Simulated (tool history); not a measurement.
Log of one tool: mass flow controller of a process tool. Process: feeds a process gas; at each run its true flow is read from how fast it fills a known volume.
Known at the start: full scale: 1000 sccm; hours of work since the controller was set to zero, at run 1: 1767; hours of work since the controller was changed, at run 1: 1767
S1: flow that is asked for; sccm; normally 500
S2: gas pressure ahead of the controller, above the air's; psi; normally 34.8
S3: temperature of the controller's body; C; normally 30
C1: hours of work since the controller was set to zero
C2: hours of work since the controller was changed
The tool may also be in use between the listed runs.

{"run": 1, "day": 0.0, "S1": 500, "S2": 34.8, "S3": 30, "C1": 1767, "C2": 1767, "true flow (%)": 99.05}
{"run": 2, "day": 2.088, "S1": 500, "S2": 34.8, "S3": 30, "C1": 1801, "C2": 1801, "true flow (%)": 98.92}
{"run": 3, "day": 5.488, "S1": 500, "S2": 34.8, "S3": 30, "C1": 1858, "C2": 1858, "true flow (%)": 99.04}
{"run": 4, "day": 7.621, "S1": 500, "S2": 34.8, "S3": 30, "C1": 1893, "C2": 1893, "true flow (%)": 98.95}
{"run": 5, "day": 9.496, "S1": 500, "S2": 34.8, "S3": 30, "C1": 1924, "C2": 1924, "true flow (%)": 99.03}
{"run": 6, "day": 11.838, "S1": 500, "S2": 22.0, "S3": 30, "C1": 1963, "C2": 1963, "true flow (%)": 98.69}
{"run": 7, "day": 13.892, "S1": 306, "S2": 34.8, "S3": 30, "C1": 1997, "C2": 1997, "true flow (%)": 98.2}
{"run": 8, "day": 16.104, "S1": 500, "S2": 25.2, "S3": 30, "C1": 2033, "C2": 2033, "true flow (%)": 98.73}
{"run": 9, "day": 19.283, "S1": 500, "S2": 25.2, "S3": 30, "C1": 2086, "C2": 2086, "true flow (%)": 98.8}
{"run": 10, "day": 22.442, "S1": 500, "S2": 25.2, "S3": 30, "C1": 2138, "C2": 2138, "true flow (%)": 98.74}
{"run": 11, "day": 24.05, "S1": 500, "S2": 25.2, "S3": 30, "C1": 2165, "C2": 2165, "true flow (%)": 98.74}
{"run": 12, "day": 27.204, "S1": 500, "S2": 25.2, "S3": 30, "C1": 2217, "C2": 2217, "true flow (%)": 98.67}
{"run": 13, "day": 28.792, "S1": 500, "S2": 25.2, "S3": 30, "C1": 2243, "C2": 2243, "true flow (%)": 98.7}
{"run": 14, "day": 32.017, "S1": 500, "S2": 34.8, "S3": 20, "C1": 2297, "C2": 2297, "true flow (%)": 100.18}
{"run": 15, "day": 35.367, "S1": 421, "S2": 34.8, "S3": 30, "C1": 2352, "C2": 2352, "true flow (%)": 98.62}
{"run": 16, "day": 37.629, "S1": 421, "S2": 34.8, "S3": 30, "C1": 2389, "C2": 2389, "true flow (%)": 98.65}
{"day": 37.8, "done": "controller's zero set anew"}
{"run": 17, "day": 41.2, "S1": 421, "S2": 34.8, "S3": 30, "C1": 56, "C2": 2448, "true flow (%)": 97.84}
{"run": 18, "day": 44.458, "S1": 421, "S2": 34.8, "S3": 30, "C1": 110, "C2": 2502, "true flow (%)": 97.72}
{"run": 19, "day": 47.779, "S1": 421, "S2": 34.8, "S3": 30, "C1": 165, "C2": 2557, "true flow (%)": 97.76}
{"run": 20, "day": 50.117, "S1": 902, "S2": 26.1, "S3": 30, "C1": 204, "C2": 2596, "true flow (%)": 99.42}
{"run": 21, "day": 52.204, "S1": 517, "S2": 25.5, "S3": 29, "C1": 238, "C2": 2630, "true flow (%)": 98.33}
{"run": 22, "day": 55.104, "S1": 517, "S2": 25.5, "S3": 29, "C1": 286, "C2": 2678, "true flow (%)": 98.21}
{"run": 23, "day": 57.883, "S1": 517, "S2": 25.5, "S3": 29, "C1": 332, "C2": 2724, "true flow (%)": 98.16}
{"day": 58.958, "done": "controller's zero set anew, once more"}
{"run": 24, "day": 60.038, "S1": 517, "S2": 25.5, "S3": 29, "C1": 18, "C2": 2759, "true flow (%)": 100.19}
{"run": 25, "day": 62.838, "S1": 517, "S2": 25.5, "S3": 29, "C1": 64, "C2": 2806, "true flow (%)": 100.12}
{"run": 26, "day": 66.017, "S1": 128, "S2": 32.5, "S3": 37, "C1": 117, "C2": 2858, "true flow (%)": 98.71}
{"run": 27, "day": 68.671, "S1": 128, "S2": 32.5, "S3": 37, "C1": 161, "C2": 2902, "true flow (%)": 98.69}
{"run": 28, "day": 70.788, "S1": 617, "S2": 24.5, "S3": 36, "C1": 196, "C2": 2937, "true flow (%)": 99.56}
{"run": 29, "day": 72.821, "S1": 617, "S2": 24.5, "S3": 36, "C1": 229, "C2": 2971, "true flow (%)": 99.51}
{"run": 30, "day": 75.2, "S1": 500, "S2": 22.6, "S3": 20, "C1": 269, "C2": 3010, "true flow (%)": 101.11}
{"run": 31, "day": 78.542, "S1": 500, "S2": 25.8, "S3": 30, "C1": 324, "C2": 3066, "true flow (%)": 100.09}
{"run": 32, "day": 81.262, "S1": 498, "S2": 28.9, "S3": 27, "C1": 369, "C2": 3111, "true flow (%)": 100.5}
{"run": 33, "day": 84.588, "S1": 126, "S2": 24.5, "S3": 34, "C1": 424, "C2": 3166, "true flow (%)": 98.24}
{"run": 34, "day": 86.538, "S1": 242, "S2": 36.8, "S3": 30, "C1": 456, "C2": 3198, "true flow (%)": 99.69}
{"run": 35, "day": 88.462, "S1": 500, "S2": 38.7, "S3": 33, "C1": 488, "C2": 3230, "true flow (%)": 99.96}
{"run": 36, "day": 90.521, "S1": 293, "S2": 38.7, "S3": 23, "C1": 522, "C2": 3264, "true flow (%)": 100.81}
{"run": 37, "day": 92.117, "S1": 151, "S2": 34.8, "S3": 31, "C1": 549, "C2": 3290, "true flow (%)": 98.98}

Here are 4 independent what-if runs from the current tool condition. What would each one return?
{"run": "A", "day": 94.421, "S1": 500, "S2": 39.7, "S3": 38, "C1": 587, "C2": 3328, "true flow (%)": "?"}
{"run": "B", "day": 94.421, "S1": 151, "S2": 37.6, "S3": 31, "C1": 587, "C2": 3328, "true flow (%)": "?"}
{"run": "C", "day": 94.421, "S1": 152, "S2": 21.8, "S3": 27, "C1": 587, "C2": 3328, "true flow (%)": "?"}
{"run": "D", "day": 94.421, "S1": 500, "S2": 38.4, "S3": 34, "C1": 587, "C2": 3328, "true flow (%)": "?"}

run=A true_flow_(%)=99.51
run=B true_flow_(%)=98.93
run=C true_flow_(%)=98.97
run=D true_flow_(%)=99.81
What these runs would have given with no unlogged condition in the tool:
run=A true_flow_(%)=98.41
run=B true_flow_(%)=98.73
run=C true_flow_(%)=98.76
run=D true_flow_(%)=98.72
